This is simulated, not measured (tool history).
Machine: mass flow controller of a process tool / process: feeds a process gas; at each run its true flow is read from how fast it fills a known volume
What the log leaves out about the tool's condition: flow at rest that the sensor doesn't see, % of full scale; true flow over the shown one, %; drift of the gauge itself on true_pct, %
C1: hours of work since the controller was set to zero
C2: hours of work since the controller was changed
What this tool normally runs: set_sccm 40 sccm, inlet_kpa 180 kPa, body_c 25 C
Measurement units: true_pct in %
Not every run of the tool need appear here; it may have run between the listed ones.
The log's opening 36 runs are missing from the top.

Run 37, hour 2401.9: usual settings but inlet_kpa 279 kPa; C1 130; C2 2833. Result: true_pct 98.46 %.
Run 38, hour 2445.1: usual settings but inlet_kpa 279 kPa; C1 156; C2 2859. Result: true_pct 98.53 %.
Run 39, hour 2514.8: usual settings but set_sccm 13 sccm, inlet_kpa 271 kPa, body_c 38 C; C1 198; C2 2901. Result: true_pct 96.25 %.
Run 40, hour 2586: usual settings but inlet_kpa 224 kPa, body_c 23 C; C1 241; C2 2944. Result: true_pct 98.8 %.
Run 41, hour 2676.5: usual settings but set_sccm 36 sccm, inlet_kpa 242 kPa, body_c 31 C; C1 295; C2 2998. Result: true_pct 97.96 %.
Run 42, hour 2746.5: usual settings but set_sccm 36 sccm, inlet_kpa 242 kPa, body_c 31 C; C1 338; C2 3041. Result: true_pct 97.85 %.
Run 43, hour 2835.6: usual settings but set_sccm 36 sccm, inlet_kpa 242 kPa, body_c 31 C; C1 391; C2 3095. Result: true_pct 97.95 %.
Run 44, hour 2920.6: usual settings but set_sccm 36 sccm; C1 443; C2 3146. Result: true_pct 98.42 %.
Run 45, hour 2998.3: usual settings but set_sccm 36 sccm, inlet_kpa 212 kPa; C1 490; C2 3193. Result: true_pct 98.52 %.
Run 46, hour 3054.1: usual settings but set_sccm 7 sccm, inlet_kpa 162 kPa, body_c 29 C; C1 523; C2 3227. Result: true_pct 96.44 %.
Run 47, hour 3119.3: usual settings but set_sccm 7 sccm, inlet_kpa 162 kPa, body_c 29 C; C1 563; C2 3266. Result: true_pct 96.26 %.
Run 48, hour 3209.8: usual settings but set_sccm 7 sccm, inlet_kpa 162 kPa, body_c 29 C; C1 617; C2 3321. Result: true_pct 96.21 %.

Consider 4 possible next runs. They are alternatives, not a sequence: every one starts from the tool as it was left by run 48. What does each give?
Run A, hour 3264.3: usual settings but set_sccm 39 sccm, body_c 30 C; C1 650; C2 3353. Result: true_pct ?.
Run B, hour 3264.3: usual settings but body_c 37 C; C1 650; C2 3353. Result: true_pct ?.
Run C, hour 3264.3: usual settings but inlet_kpa 247 kPa; C1 650; C2 3353. Result: true_pct ?.
Run D, hour 3264.3: usual settings but set_sccm 32 sccm, inlet_kpa 143 kPa, body_c 24 C; C1 650; C2 3353. Result: true_pct ?.

run  true_pct
  A     98.22
  B     97.85
  C     98.17
  D      98.3
Stripped of hidden state, with their random variation kept, the same runs would have yielded:
run  true_pct
  A     99.17
  B     98.81
  C     99.13
  D     99.28

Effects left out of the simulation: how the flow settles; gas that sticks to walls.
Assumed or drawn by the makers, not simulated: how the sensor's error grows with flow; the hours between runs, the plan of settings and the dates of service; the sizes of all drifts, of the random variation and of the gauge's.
